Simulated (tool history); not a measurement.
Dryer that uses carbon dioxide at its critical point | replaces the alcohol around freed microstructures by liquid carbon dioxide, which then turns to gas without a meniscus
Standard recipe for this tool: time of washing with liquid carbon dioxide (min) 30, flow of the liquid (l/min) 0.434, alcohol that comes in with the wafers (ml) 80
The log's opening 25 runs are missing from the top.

run	day	time of washing with liquid carbon dioxide (min)	flow of the liquid (l/min)	alcohol that comes in with the wafers (ml)	hours of work since the filter was changed	hours of work since the purifier's bed was changed	alcohol left in the vessel before it's heated (ppm by volume)
26	15.450	30	0.282	80	176	513	2261
27	16.075	30	0.282	80	185	522	2275
28	16.750	30	0.322	80	195	532	1582
29	17.179	30	0.713	52	201	539	218
30	17.967	18	0.434	34	213	551	1407
31	18.496	44	0.307	21	221	558	306
32	19.246	18	0.306	80	232	570	6150
33	19.683	24	0.434	55	239	576	999
34	20.225	36	0.496	100	247	584	345
35	21.029	36	0.496	100	259	596	357
36	21.658	30	0.454	81	268	606	640
37	22.350	30	0.434	51	279	616	555
38	22.962	37	0.723	38	288	625	254
39	23.312	37	0.723	38	293	630	240
40	23.667	41	0.360	38	298	636	378
41	24.429	24	0.486	47	310	647	751
42	24.917	28	0.486	36	317	654	456
43	25.396	25	0.486	57	324	661	754
# day 25.667: purifier's bed changed
44	26.042	25	0.486	57	332	6	510
45	26.412	20	0.358	105	337	11	4842
46	26.904	31	0.450	105	345	18	522

3 ways to go on from here, each from the tool as it stands after run 46. What would each give?
A	27.692	31	0.450	21	357	30	?
B	27.692	30	0.434	20	357	30	?
C	27.692	29	0.450	31	357	30	?

run	alcohol left in the vessel before it's heated (ppm by volume)
A	129
B	138
C	217
Had the tool no hidden state, the same runs would have come out as:
run	alcohol left in the vessel before it's heated (ppm by volume)
A	77
B	79
C	133
